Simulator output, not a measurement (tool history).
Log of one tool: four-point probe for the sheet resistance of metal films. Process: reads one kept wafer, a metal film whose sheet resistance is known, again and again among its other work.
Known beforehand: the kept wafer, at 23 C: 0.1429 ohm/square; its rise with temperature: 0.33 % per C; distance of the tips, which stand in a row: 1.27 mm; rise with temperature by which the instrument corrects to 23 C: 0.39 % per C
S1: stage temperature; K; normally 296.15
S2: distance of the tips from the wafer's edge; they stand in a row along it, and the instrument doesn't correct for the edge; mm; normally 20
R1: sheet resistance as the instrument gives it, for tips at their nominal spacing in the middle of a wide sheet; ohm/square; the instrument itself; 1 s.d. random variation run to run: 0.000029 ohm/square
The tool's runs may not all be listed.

Run 1, day 0: usual settings. Result: R1 0.142407 ohm/square.
Run 2, day 3.908: usual settings. Result: R1 0.142416 ohm/square.
Run 3, day 5.725: usual settings. Result: R1 0.142433 ohm/square.
Run 4, day 10.092: usual settings. Result: R1 0.142455 ohm/square.
Run 5, day 12.192: usual settings. Result: R1 0.142373 ohm/square.
Run 6, day 15.842: usual settings. Result: R1 0.142379 ohm/square.
Run 7, day 19.696: usual settings. Result: R1 0.142424 ohm/square.
Run 8, day 21.592: usual settings. Result: R1 0.142368 ohm/square.
Run 9, day 25.933: usual settings. Result: R1 0.142366 ohm/square.
Run 10, day 29.696: usual settings. Result: R1 0.142384 ohm/square.
Run 11, day 32.104: usual settings but S1 298.15 K. Result: R1 0.14217 ohm/square.
Run 12, day 35.85: usual settings but S1 298.15 K. Result: R1 0.142179 ohm/square.
Run 13, day 37.604: usual settings. Result: R1 0.142351 ohm/square.
Run 14, day 41.646: usual settings but S2 6 mm. Result: R1 0.145382 ohm/square.
Run 15, day 45.896: usual settings but S2 62 mm. Result: R1 0.142061 ohm/square.
Run 16, day 49.204: usual settings but S2 62 mm. Result: R1 0.142033 ohm/square.
Run 17, day 51.879: usual settings but S2 62 mm. Result: R1 0.142036 ohm/square.
Run 18, day 55.604: usual settings but S2 62 mm. Result: R1 0.142052 ohm/square.
Run 19, day 58.85: usual settings. Result: R1 0.142313 ohm/square.
Run 20, day 60.667: usual settings. Result: R1 0.142303 ohm/square.
Run 21, day 64.358: usual settings but S2 8 mm. Result: R1 0.143915 ohm/square.
Run 22, day 68.042: usual settings. Result: R1 0.142301 ohm/square.
Run 23, day 72.125: usual settings but S2 18 mm. Result: R1 0.14235 ohm/square.
Run 24, day 74.262: usual settings but S1 307.15 K. Result: R1 0.141252 ohm/square.
Run 25, day 76.233: usual settings but S1 307.15 K, S2 18 mm. Result: R1 0.141378 ohm/square.
Run 26, day 79.092: usual settings but S1 307.15 K, S2 18 mm. Result: R1 0.14133 ohm/square.
Run 27, day 81.067: usual settings but S1 307.15 K, S2 18 mm. Result: R1 0.141305 ohm/square.
Run 28, day 83.158: usual settings but S1 295.15 K, S2 3 mm. Result: R1 0.154453 ohm/square.
Run 29, day 86.258: usual settings but S2 7 mm. Result: R1 0.144383 ohm/square.
Run 30, day 90.092: usual settings but S1 302.15 K, S2 5 mm. Result: R1 0.146176 ohm/square.
At day 94.004: stage's thermometer calibrated.
Run 31, day 94.208: usual settings but S1 295.15 K, S2 44 mm. Result: R1 0.141959 ohm/square.
Run 32, day 97.458: usual settings but S1 295.15 K, S2 18 mm. Result: R1 0.142262 ohm/square.
Run 33, day 100.946: usual settings but S1 300.15 K, S2 25 mm. Result: R1 0.141616 ohm/square.
Run 34, day 105.021: usual settings but S1 300.15 K, S2 25 mm. Result: R1 0.141649 ohm/square.
Run 35, day 108.738: usual settings but S1 300.15 K, S2 25 mm. Result: R1 0.141638 ohm/square.
Run 36, day 111.971: usual settings but S1 307.15 K, S2 23 mm. Result: R1 0.141017 ohm/square.
Run 37, day 115.833: usual settings but S1 307.15 K, S2 23 mm. Result: R1 0.141014 ohm/square.
Run 38, day 120.092: usual settings. Result: R1 0.142115 ohm/square.
Run 39, day 122.779: usual settings. Result: R1 0.142117 ohm/square.
Run 40, day 126.079: usual settings. Result: R1 0.142083 ohm/square.
Run 41, day 128.238: usual settings but S1 291.15 K, S2 11 mm. Result: R1 0.143264 ohm/square.
Run 42, day 132.546: usual settings but S1 299.15 K, S2 12 mm. Result: R1 0.142313 ohm/square.
Run 43, day 136.392: usual settings but S2 15 mm. Result: R1 0.142319 ohm/square.
Run 44, day 139.917: usual settings but S1 294.15 K, S2 17 mm. Result: R1 0.142379 ohm/square.
Run 45, day 143.975: usual settings but S1 294.15 K, S2 17 mm. Result: R1 0.142362 ohm/square.

Same runs, no hidden state in the tool, same run-to-run variation:
Unlogged tool condition in this case: inner tips' distance over the nominal, %; tips' flats over new ones', %; wafer's true temperature over the reading, C; drift of the gauge itself on sheet_ohm, %.
run        R1
  1  0.143195
  2  0.143212
  3  0.143233
  4  0.143264
  5  0.143186
  6  0.143199
  7  0.143252
  8  0.143199
  9  0.143206
 10  0.143232
 11  0.143021
 12  0.143038
 13  0.143214
 14  0.146271
 15  0.142939
 16  0.142918
 17  0.142926
 18  0.142949
 19  0.143218
 20  0.143212
 21  0.144841
 22  0.143225
 23  0.143283
 24  0.142184
 25  0.142315
 26  0.142273
 27  0.142253
 28  0.155482
 29  0.145357
 30   0.14717
 31  0.143023
 32  0.143335
 33  0.142691
 34  0.142731
 35  0.142728
 36  0.142109
 37  0.142113
 38  0.143232
 39  0.143239
 40  0.143212
 41  0.144406
 42  0.143456
 43   0.14347
 44  0.143538
 45  0.143529
